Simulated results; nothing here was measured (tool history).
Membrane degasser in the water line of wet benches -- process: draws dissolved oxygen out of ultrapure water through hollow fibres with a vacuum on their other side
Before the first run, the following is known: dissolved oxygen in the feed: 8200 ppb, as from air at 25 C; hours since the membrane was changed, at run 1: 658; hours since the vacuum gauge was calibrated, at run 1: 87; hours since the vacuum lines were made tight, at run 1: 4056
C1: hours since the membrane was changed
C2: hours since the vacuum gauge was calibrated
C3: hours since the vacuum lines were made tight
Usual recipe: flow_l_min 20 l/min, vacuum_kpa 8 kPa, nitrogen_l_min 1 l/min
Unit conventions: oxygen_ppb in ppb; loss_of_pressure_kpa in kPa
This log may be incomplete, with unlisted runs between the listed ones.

Run 1, hour 0: usual settings; C1 658; C2 87; C3 4056. Result: oxygen_ppb 234.8 ppb, loss_of_pressure_kpa 48.53 kPa.
Run 2, hour 54.5: usual settings; C1 713; C2 141; C3 4111. Result: oxygen_ppb 232.5 ppb, loss_of_pressure_kpa 48.71 kPa.
Run 3, hour 109.7: usual settings but flow_l_min 31 l/min; C1 768; C2 196; C3 4166. Result: oxygen_ppb 355.2 ppb, loss_of_pressure_kpa 74.68 kPa.
Run 4, hour 147.9: usual settings; C1 806; C2 235; C3 4204. Result: oxygen_ppb 231.6 ppb, loss_of_pressure_kpa 48.41 kPa.
Run 5, hour 216.3: usual settings; C1 875; C2 303; C3 4272. Result: oxygen_ppb 232.5 ppb, loss_of_pressure_kpa 48.72 kPa.
Run 6, hour 290.4: usual settings; C1 949; C2 377; C3 4346. Result: oxygen_ppb 233.2 ppb, loss_of_pressure_kpa 48.76 kPa.
Run 7, hour 341.7: usual settings; C1 1000; C2 428; C3 4398. Result: oxygen_ppb 233.2 ppb, loss_of_pressure_kpa 48.76 kPa.
Run 8, hour 372.5: usual settings; C1 1031; C2 459; C3 4429. Result: oxygen_ppb 234.3 ppb, loss_of_pressure_kpa 48.49 kPa.
Run 9, hour 426.1: usual settings; C1 1084; C2 513; C3 4482. Result: oxygen_ppb 240.8 ppb, loss_of_pressure_kpa 48.85 kPa.
Run 10, hour 471: usual settings but flow_l_min 26 l/min, vacuum_kpa 16.69 kPa, nitrogen_l_min 2.81 l/min; C1 1129; C2 558; C3 4527. Result: oxygen_ppb 327.6 ppb, loss_of_pressure_kpa 63.54 kPa.
Run 11, hour 507.7: usual settings but flow_l_min 13 l/min, vacuum_kpa 12.31 kPa, nitrogen_l_min 2.98 l/min; C1 1166; C2 594; C3 4564. Result: oxygen_ppb 110.8 ppb, loss_of_pressure_kpa 31.64 kPa.
Run 12, hour 561.6: usual settings but flow_l_min 31 l/min, vacuum_kpa 5.54 kPa, nitrogen_l_min 1.11 l/min; C1 1220; C2 648; C3 4618. Result: oxygen_ppb 190.2 ppb, loss_of_pressure_kpa 75.9 kPa.
Run 13, hour 600.7: usual settings but flow_l_min 31 l/min, vacuum_kpa 5.54 kPa, nitrogen_l_min 1.11 l/min; C1 1259; C2 687; C3 4657. Result: oxygen_ppb 192.6 ppb, loss_of_pressure_kpa 75.87 kPa.
Run 14, hour 647.1: usual settings but vacuum_kpa 9.77 kPa; C1 1305; C2 734; C3 4703. Result: oxygen_ppb 316.4 ppb, loss_of_pressure_kpa 48.61 kPa.
Run 15, hour 715.5: usual settings but flow_l_min 15 l/min, vacuum_kpa 11.8 kPa, nitrogen_l_min 0.46 l/min; C1 1374; C2 802; C3 4772. Result: oxygen_ppb 577.7 ppb, loss_of_pressure_kpa 36.9 kPa.
Run 16, hour 787: usual settings but flow_l_min 15 l/min, vacuum_kpa 11.8 kPa, nitrogen_l_min 0.46 l/min; C1 1445; C2 874; C3 4843. Result: oxygen_ppb 584.1 ppb, loss_of_pressure_kpa 36.75 kPa.
Run 17, hour 846.8: usual settings but flow_l_min 12 l/min, vacuum_kpa 5.43 kPa, nitrogen_l_min 0.43 l/min; C1 1505; C2 934; C3 4903. Result: oxygen_ppb 144.5 ppb, loss_of_pressure_kpa 29.47 kPa.

3 options for the next run, each taken on its own from the tool as it stands now. Forecast them:
Run A, hour 916.8: usual settings but flow_l_min 13 l/min, nitrogen_l_min 0.61 l/min; C1 1575; C2 1004; C3 4973. Result: oxygen_ppb ?, loss_of_pressure_kpa ?.
Run B, hour 916.8: usual settings but vacuum_kpa 16.49 kPa, nitrogen_l_min 1.12 l/min; C1 1575; C2 1004; C3 4973. Result: oxygen_ppb ?, loss_of_pressure_kpa ?.
Run C, hour 916.8: usual settings but flow_l_min 30 l/min, vacuum_kpa 8.94 kPa, nitrogen_l_min 0.43 l/min; C1 1575; C2 1004; C3 4973. Result: oxygen_ppb ?, loss_of_pressure_kpa ?.

run  oxygen_ppb  loss_of_pressure_kpa
  A       247.4                  31.8
  B       543.7                 48.86
  C       713.3                  73.8
The same runs, with their run-to-run variation unchanged, on a tool lacking any hidden condition would have given:
run  oxygen_ppb  loss_of_pressure_kpa
  A       232.4                 31.12
  B       522.1                 47.81
  C       704.4                 72.23

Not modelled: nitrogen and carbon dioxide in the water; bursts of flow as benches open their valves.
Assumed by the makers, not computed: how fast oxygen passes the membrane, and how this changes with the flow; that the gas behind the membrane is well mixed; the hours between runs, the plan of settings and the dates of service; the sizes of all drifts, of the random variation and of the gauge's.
